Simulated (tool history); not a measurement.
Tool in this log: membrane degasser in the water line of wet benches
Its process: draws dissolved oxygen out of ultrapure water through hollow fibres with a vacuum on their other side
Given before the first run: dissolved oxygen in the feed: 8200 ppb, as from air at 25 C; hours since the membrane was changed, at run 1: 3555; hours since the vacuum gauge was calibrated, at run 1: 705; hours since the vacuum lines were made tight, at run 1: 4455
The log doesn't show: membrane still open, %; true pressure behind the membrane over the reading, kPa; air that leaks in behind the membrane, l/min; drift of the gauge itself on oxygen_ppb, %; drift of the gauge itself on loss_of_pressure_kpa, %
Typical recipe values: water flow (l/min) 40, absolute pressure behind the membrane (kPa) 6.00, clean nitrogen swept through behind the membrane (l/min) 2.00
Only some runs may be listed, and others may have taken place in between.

| run | hour | water flow (l/min) | absolute pressure behind the membrane (kPa) | clean nitrogen swept through behind the membrane (l/min) | hours since the membrane was changed | hours since the vacuum gauge was calibrated | hours since the vacuum lines were made tight | dissolved oxygen in the water behind the degasser (ppb) | pressure that the water loses in the fibres (kPa) |
|---|---|---|---|---|---|---|---|---|---|
| 1 | 0.0 | 40 | 6.00 | 2.00 | 3555 | 705 | 4455 | 300.2 | 32.81 |
| 2 | 74.0 | 40 | 6.00 | 2.00 | 3629 | 779 | 4529 | 297.2 | 32.28 |
| 3 | 163.2 | 40 | 6.00 | 2.00 | 3718 | 869 | 4618 | 289.2 | 32.64 |
| 4 | 252.2 | 40 | 6.00 | 2.00 | 3807 | 958 | 4707 | 293.8 | 32.43 |
| 5 | 361.1 | 40 | 6.00 | 2.00 | 3916 | 1067 | 4816 | 286.5 | 32.38 |
| 6 | 440.5 | 40 | 6.00 | 2.00 | 3995 | 1146 | 4895 | 295.0 | 32.60 |
| 7 | 516.3 | 40 | 6.00 | 2.53 | 4071 | 1222 | 4971 | 268.7 | 32.54 |
| 8 | 594.0 | 40 | 6.00 | 2.53 | 4149 | 1299 | 5049 | 273.6 | 32.62 |
| 9 | 700.6 | 40 | 6.00 | 2.53 | 4256 | 1406 | 5155 | 267.5 | 32.94 |
| 10 | 809.1 | 40 | 6.00 | 2.53 | 4364 | 1515 | 5264 | 273.1 | 32.83 |
| 11 | 928.3 | 40 | 6.00 | 2.53 | 4483 | 1634 | 5383 | 274.2 | 32.66 |
| 12 | 1029.2 | 40 | 6.00 | 2.53 | 4584 | 1735 | 5484 | 270.6 | 32.39 |
| 13 | 1162.2 | 40 | 6.00 | 2.53 | 4717 | 1868 | 5617 | 278.2 | 32.71 |
| 14 | 1242.7 | 40 | 6.00 | 2.53 | 4798 | 1948 | 5698 | 277.6 | 32.79 |
| 15 | 1299.7 | 40 | 6.00 | 3.45 | 4855 | 2005 | 5754 | 252.9 | 32.62 |
| 16 | 1427.7 | 40 | 6.00 | 3.45 | 4983 | 2133 | 5882 | 251.2 | 32.89 |
| 17 | 1535.9 | 40 | 6.00 | 3.45 | 5091 | 2241 | 5991 | 246.5 | 32.85 |
| 18 | 1617.1 | 30 | 12.03 | 2.00 | 5172 | 2323 | 6072 | 381.8 | 24.63 |
| 19 | 1689.2 | 25 | 9.24 | 4.63 | 5244 | 2395 | 6144 | 129.6 | 20.47 |
| 20 | 1804.7 | 54 | 3.83 | 2.00 | 5360 | 2510 | 6260 | 375.2 | 44.28 |
| 21 | 1870.0 | 54 | 8.69 | 1.61 | 5425 | 2575 | 6325 | 668.5 | 44.06 |
| 22 | 1978.2 | 35 | 11.97 | 1.61 | 5533 | 2684 | 6433 | 531.4 | 28.78 |
| 23 | 2103.1 | 40 | 4.92 | 2.00 | 5658 | 2809 | 6558 | 251.6 | 32.88 |
| 24 | 2198.7 | 25 | 6.41 | 0.93 | 5754 | 2904 | 6653 | 246.2 | 20.56 |
| 25 | 2259.6 | 60 | 12.00 | 0.93 | 5815 | 2965 | 6714 | 1273.7 | 49.28 |
| 26 | 2375.5 | 40 | 9.42 | 4.67 | 5930 | 3081 | 6830 | 300.9 | 32.92 |
| 27 | 2446.8 | 40 | 9.26 | 1.92 | 6002 | 3152 | 6902 | 448.2 | 33.14 |
| 28 | 2521.5 | 40 | 5.18 | 2.00 | 6076 | 3227 | 6976 | 267.6 | 32.96 |
| 29 | 2601.9 | 47 | 13.49 | 2.57 | 6157 | 3307 | 7057 | 655.6 | 38.63 |
| 30 | 2691.8 | 40 | 9.98 | 2.00 | 6247 | 3397 | 7147 | 470.2 | 33.07 |
| 31 | 2764.2 | 61 | 4.60 | 1.04 | 6319 | 3470 | 7219 | 587.8 | 49.96 |

Table of differences, measured result less the result of that run with no hidden state. Run-to-run variation is the same in both. Gauge scatter possibly is not:
| run | dissolved oxygen in the water behind the degasser (ppb) | pressure that the water loses in the fibres (kPa) |
|---|---|---|
| 1 | +16.3 | +0.60 |
| 2 | +16.5 | +0.61 |
| 3 | +16.5 | +0.63 |
| 4 | +17.3 | +0.64 |
| 5 | +17.4 | +0.67 |
| 6 | +18.3 | +0.68 |
| 7 | +17.7 | +0.69 |
| 8 | +18.4 | +0.71 |
| 9 | +18.7 | +0.73 |
| 10 | +19.6 | +0.75 |
| 11 | +20.2 | +0.78 |
| 12 | +20.5 | +0.80 |
| 13 | +21.7 | +0.82 |
| 14 | +22.1 | +0.84 |
| 15 | +21.4 | +0.85 |
| 16 | +21.6 | +0.88 |
| 17 | +21.7 | +0.89 |
| 18 | +17.2 | +0.68 |
| 19 | +9.8 | +0.57 |
| 20 | +39.2 | +1.27 |
| 21 | +38.4 | +1.28 |
| 22 | +24.1 | +0.85 |
| 23 | +27.4 | +1.00 |
| 24 | +19.3 | +0.63 |
| 25 | +46.7 | +1.55 |
| 26 | +25.3 | +1.05 |
| 27 | +30.1 | +1.07 |
| 28 | +30.2 | +1.08 |
| 29 | +36.4 | +1.29 |
| 30 | +31.4 | +1.11 |
| 31 | +62.8 | +1.73 |

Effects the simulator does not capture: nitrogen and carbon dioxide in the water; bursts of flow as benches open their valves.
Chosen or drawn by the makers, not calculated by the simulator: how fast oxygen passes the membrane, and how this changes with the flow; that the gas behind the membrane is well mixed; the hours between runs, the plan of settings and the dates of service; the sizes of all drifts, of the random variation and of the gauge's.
